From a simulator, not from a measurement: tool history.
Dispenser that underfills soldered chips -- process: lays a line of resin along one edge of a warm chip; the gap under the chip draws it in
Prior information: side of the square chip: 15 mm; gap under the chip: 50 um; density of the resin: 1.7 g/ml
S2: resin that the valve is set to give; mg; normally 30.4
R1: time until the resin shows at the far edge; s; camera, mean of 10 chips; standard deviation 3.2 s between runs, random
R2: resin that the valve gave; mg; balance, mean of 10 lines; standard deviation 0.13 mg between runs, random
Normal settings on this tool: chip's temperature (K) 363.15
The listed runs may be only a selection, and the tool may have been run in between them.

run 1 hour=0 | chip's_temperature_(K)=363.15 S2=30.4 | R1=730.9 R2=29.18
-- hour=4 new syringe of resin
run 2 hour=4.8 | chip's_temperature_(K)=363.15 S2=30.4 | R1=352.2 R2=29.16
run 3 hour=9.2 | chip's_temperature_(K)=363.15 S2=30.4 | R1=435.5 R2=29.28
run 4 hour=13.5 | chip's_temperature_(K)=363.15 S2=30.4 | R1=532.3 R2=29.25
run 5 hour=18.2 | chip's_temperature_(K)=363.15 S2=30.4 | R1=709.3 R2=29.09
-- hour=23.2 new syringe of resin
run 6 hour=24.5 | chip's_temperature_(K)=363.15 S2=30.4 | R1=345 R2=28.84
run 7 hour=31 | chip's_temperature_(K)=356.15 S2=30.4 | R1=601.7 R2=28.73
run 8 hour=34.2 | chip's_temperature_(K)=355.15 S2=30.4 | R1=745.5 R2=28.79
run 9 hour=38.4 | chip's_temperature_(K)=363.15 S2=26.4 | R1=754.1 R2=24.94
-- hour=42.5 new syringe of resin
run 10 hour=43.8 | chip's_temperature_(K)=363.15 S2=26.4 | R1=362.4 R2=24.97
run 11 hour=48.7 | chip's_temperature_(K)=369.15 S2=26.4 | R1=398.1 R2=24.75
run 12 hour=52.8 | chip's_temperature_(K)=369.15 S2=26.4 | R1=484.3 R2=24.91
run 13 hour=55.7 | chip's_temperature_(K)=363.15 S2=34.8 | R1=654.5 R2=32.74
run 14 hour=60.4 | chip's_temperature_(K)=352.15 S2=34.8 | R1=1169.7 R2=32.8
-- hour=61.8 new syringe of resin
run 15 hour=65.5 | chip's_temperature_(K)=352.15 S2=34.8 | R1=557.8 R2=32.78
run 16 hour=70.1 | chip's_temperature_(K)=377.15 S2=30.4 | R1=346.3 R2=28.43
run 17 hour=74.2 | chip's_temperature_(K)=377.15 S2=30.4 | R1=433.2 R2=28.43
run 18 hour=80 | chip's_temperature_(K)=377.15 S2=30.4 | R1=597.4 R2=28.24
-- hour=81.2 new syringe of resin
run 19 hour=85.1 | chip's_temperature_(K)=372.15 S2=35.6 | R1=315.6 R2=33.09
run 20 hour=89.8 | chip's_temperature_(K)=367.15 S2=28.1 | R1=480.5 R2=26.18
run 21 hour=95.5 | chip's_temperature_(K)=367.15 S2=28.1 | R1=648.7 R2=26.01
run 22 hour=98.5 | chip's_temperature_(K)=373.15 S2=27.5 | R1=636.7 R2=25.75
-- hour=100.7 new syringe of resin
run 23 hour=104.4 | chip's_temperature_(K)=364.15 S2=32.6 | R1=383.2 R2=30.18
run 24 hour=107.7 | chip's_temperature_(K)=376.15 S2=30.4 | R1=328.1 R2=28.04
run 25 hour=112 | chip's_temperature_(K)=377.15 S2=30.9 | R1=405 R2=28.51
run 26 hour=117.6 | chip's_temperature_(K)=354.15 S2=27.3 | R1=1088.6 R2=25.31
-- hour=119.9 new syringe of resin
run 27 hour=121.7 | chip's_temperature_(K)=354.15 S2=27.3 | R1=493.9 R2=24.86
run 28 hour=125.4 | chip's_temperature_(K)=372.15 S2=28.2 | R1=348.4 R2=25.95
run 29 hour=129.9 | chip's_temperature_(K)=378.15 S2=26.2 | R1=387.9 R2=23.9

The next listed run, before its measurement:
run 30 hour=133.6 | chip's_temperature_(K)=360.15 S2=33.9 | R1=? R2=?

R1: 735.3 s
R2: 30.94 mg
Minus the tool's unlogged condition, the same run would have read R1 347.8 s, R2 33.83 mg.

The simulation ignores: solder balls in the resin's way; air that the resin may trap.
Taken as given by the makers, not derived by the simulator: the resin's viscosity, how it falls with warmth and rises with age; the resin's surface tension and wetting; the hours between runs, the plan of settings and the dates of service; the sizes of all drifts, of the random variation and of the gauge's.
